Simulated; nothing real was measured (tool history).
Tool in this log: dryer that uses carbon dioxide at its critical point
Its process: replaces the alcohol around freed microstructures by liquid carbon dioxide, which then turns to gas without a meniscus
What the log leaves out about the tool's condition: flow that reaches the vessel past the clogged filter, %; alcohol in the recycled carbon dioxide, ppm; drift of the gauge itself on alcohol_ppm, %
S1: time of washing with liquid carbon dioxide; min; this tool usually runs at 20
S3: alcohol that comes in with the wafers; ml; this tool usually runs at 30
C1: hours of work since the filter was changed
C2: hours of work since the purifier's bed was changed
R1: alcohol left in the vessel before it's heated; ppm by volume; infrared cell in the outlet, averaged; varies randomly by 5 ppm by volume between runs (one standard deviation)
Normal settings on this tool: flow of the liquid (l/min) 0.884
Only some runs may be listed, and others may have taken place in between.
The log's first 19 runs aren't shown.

{"run": 20, "day": 23.788, "S1": 20, "flow of the liquid (l/min)": 1.251, "S3": 30, "C1": 40, "C2": 496, "R1": 265}
{"day": 25.3, "done": "purifier's bed changed"}
{"run": 21, "day": 25.338, "S1": 20, "flow of the liquid (l/min)": 1.251, "S3": 30, "C1": 62, "C2": 1, "R1": 6}
{"run": 22, "day": 26.058, "S1": 30, "flow of the liquid (l/min)": 0.884, "S3": 30, "C1": 73, "C2": 12, "R1": 12}
{"run": 23, "day": 27.271, "S1": 30, "flow of the liquid (l/min)": 0.637, "S3": 40, "C1": 92, "C2": 30, "R1": 28}
{"run": 24, "day": 27.983, "S1": 25, "flow of the liquid (l/min)": 0.543, "S3": 84, "C1": 103, "C2": 41, "R1": 130}
{"run": 25, "day": 29.354, "S1": 23, "flow of the liquid (l/min)": 0.768, "S3": 53, "C1": 124, "C2": 62, "R1": 50}
{"run": 26, "day": 30.162, "S1": 25, "flow of the liquid (l/min)": 1.057, "S3": 30, "C1": 136, "C2": 75, "R1": 40}
{"run": 27, "day": 31.458, "S1": 13, "flow of the liquid (l/min)": 1.057, "S3": 30, "C1": 156, "C2": 95, "R1": 102}
{"run": 28, "day": 32.729, "S1": 20, "flow of the liquid (l/min)": 0.884, "S3": 46, "C1": 175, "C2": 114, "R1": 74}
{"run": 29, "day": 33.938, "S1": 29, "flow of the liquid (l/min)": 1.335, "S3": 32, "C1": 194, "C2": 133, "R1": 79}
{"run": 30, "day": 35.058, "S1": 29, "flow of the liquid (l/min)": 1.335, "S3": 62, "C1": 211, "C2": 150, "R1": 75}
{"run": 31, "day": 36.521, "S1": 29, "flow of the liquid (l/min)": 1.315, "S3": 26, "C1": 234, "C2": 173, "R1": 80}
{"run": 32, "day": 38.108, "S1": 32, "flow of the liquid (l/min)": 0.884, "S3": 87, "C1": 258, "C2": 197, "R1": 103}
{"run": 33, "day": 39.071, "S1": 17, "flow of the liquid (l/min)": 0.549, "S3": 39, "C1": 273, "C2": 212, "R1": 444}
{"run": 34, "day": 40.229, "S1": 30, "flow of the liquid (l/min)": 1.178, "S3": 22, "C1": 291, "C2": 230, "R1": 123}
{"run": 35, "day": 41.029, "S1": 15, "flow of the liquid (l/min)": 0.884, "S3": 42, "C1": 303, "C2": 242, "R1": 199}
{"run": 36, "day": 42.238, "S1": 15, "flow of the liquid (l/min)": 0.884, "S3": 42, "C1": 322, "C2": 260, "R1": 220}
{"run": 37, "day": 43.162, "S1": 24, "flow of the liquid (l/min)": 0.884, "S3": 49, "C1": 336, "C2": 275, "R1": 144}
{"run": 38, "day": 44.825, "S1": 24, "flow of the liquid (l/min)": 0.884, "S3": 49, "C1": 361, "C2": 300, "R1": 157}
{"run": 39, "day": 45.692, "S1": 20, "flow of the liquid (l/min)": 1.098, "S3": 30, "C1": 375, "C2": 314, "R1": 172}
{"run": 40, "day": 47.35, "S1": 13, "flow of the liquid (l/min)": 1.326, "S3": 58, "C1": 400, "C2": 339, "R1": 202}
{"run": 41, "day": 48.975, "S1": 13, "flow of the liquid (l/min)": 1.326, "S3": 58, "C1": 425, "C2": 364, "R1": 217}
{"run": 42, "day": 49.654, "S1": 13, "flow of the liquid (l/min)": 1.326, "S3": 58, "C1": 436, "C2": 374, "R1": 231}
{"run": 43, "day": 50.988, "S1": 13, "flow of the liquid (l/min)": 1.326, "S3": 58, "C1": 456, "C2": 395, "R1": 226}

Forecast each of these 4 alternatives for the next run:
{"run": "A", "day": 52.5, "S1": 27, "flow of the liquid (l/min)": 0.955, "S3": 58, "C1": 479, "C2": 418, "R1": "?"}
{"run": "B", "day": 52.5, "S1": 26, "flow of the liquid (l/min)": 1.437, "S3": 58, "C1": 479, "C2": 418, "R1": "?"}
{"run": "C", "day": 52.5, "S1": 18, "flow of the liquid (l/min)": 0.536, "S3": 32, "C1": 479, "C2": 418, "R1": "?"}
{"run": "D", "day": 52.5, "S1": 13, "flow of the liquid (l/min)": 1.326, "S3": 82, "C1": 479, "C2": 418, "R1": "?"}

run=A R1=210
run=B R1=208
run=C R1=473
run=D R1=248
Take away the tool's hidden state, keep each run's random variation, and the runs would have read:
run=A R1=6
run=B R1=6
run=C R1=210
run=D R1=29
